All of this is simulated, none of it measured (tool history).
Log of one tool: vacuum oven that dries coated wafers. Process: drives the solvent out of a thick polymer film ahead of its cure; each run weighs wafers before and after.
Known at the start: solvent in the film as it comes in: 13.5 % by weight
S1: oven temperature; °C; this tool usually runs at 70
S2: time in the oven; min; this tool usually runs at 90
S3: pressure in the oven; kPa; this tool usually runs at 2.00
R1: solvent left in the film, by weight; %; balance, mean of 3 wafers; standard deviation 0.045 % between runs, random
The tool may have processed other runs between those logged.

run    hour  S1   S2    S3     R1
  1     0.0  70   90  2.00   3.94
  2    42.7  70   90  2.00   3.91
  3   103.5  70   90  2.00   4.01
  4   144.3  70   90  2.00   4.03
  5   213.5  70   90  2.00   4.08
  6   269.5  70   90  2.00   4.09
  7   314.4  70   90  2.00   3.99
  8   382.2  70   60  2.00   5.07
  9   434.7  70   60  2.00   5.22
 10   474.4  70   90  5.60   8.11
 11   536.7  70   90  5.60   8.18
 12   612.6  70   90  5.60   8.26
 13   692.2  70   90  5.60   8.26
 14   755.3  70   90  5.60   8.15
 15   799.3  70   90  5.60   8.36
      804.8  -- oven's thermocouples calibrated
 16   882.3  70   90  2.64   4.91
 17   949.0  70   90  2.64   4.92
 18   984.3  68  112  2.47   4.88
 19  1045.2  59  121  1.00   5.98
 20  1092.0  70   90  2.00   4.29
 21  1140.3  70   90  2.00   4.30
     1147.7  -- vacuum gauge cleaned of residue and calibrated
 22  1223.7  59  104  2.00   8.25
 23  1279.1  59  104  2.00   8.28
 24  1348.8  59  104  2.00   8.39
 25  1407.0  59  104  2.00   8.41
     1463.1  -- vacuum gauge cleaned of residue and calibrated, once more
 26  1469.4  59  104  2.00   7.21
 27  1512.5  61  104  2.86   7.67
 28  1569.5  61  104  2.86   7.72
 29  1628.4  77  133  2.25   2.29
 30  1681.6  69   48  2.00   6.00
 31  1762.8  70   98  7.47   9.94
     1768.4  -- oven's thermocouples calibrated
 32  1818.5  69   98  7.47  10.16
 33  1867.0  73  125  7.07   7.94
 34  1935.0  73   81  7.07   8.18

5 ways to go on from here, each from the tool as it stands after run 34. What would each give?
  A  1999.7  73   72  7.07   ?
  B  1999.7  79   53  7.09   ?
  C  1999.7  75   74  3.97   ?
  D  1999.7  70  122  5.70   ?
  E  1999.7  67   91  7.07   ?

run     R1
  A   8.30
  B   6.63
  C   4.63
  D   7.35
  E  10.90
The same runs, with their run-to-run variation unchanged, on a tool lacking any hidden condition would have given:
run     R1
  A   8.22
  B   6.57
  C   4.56
  D   7.25
  E  10.80

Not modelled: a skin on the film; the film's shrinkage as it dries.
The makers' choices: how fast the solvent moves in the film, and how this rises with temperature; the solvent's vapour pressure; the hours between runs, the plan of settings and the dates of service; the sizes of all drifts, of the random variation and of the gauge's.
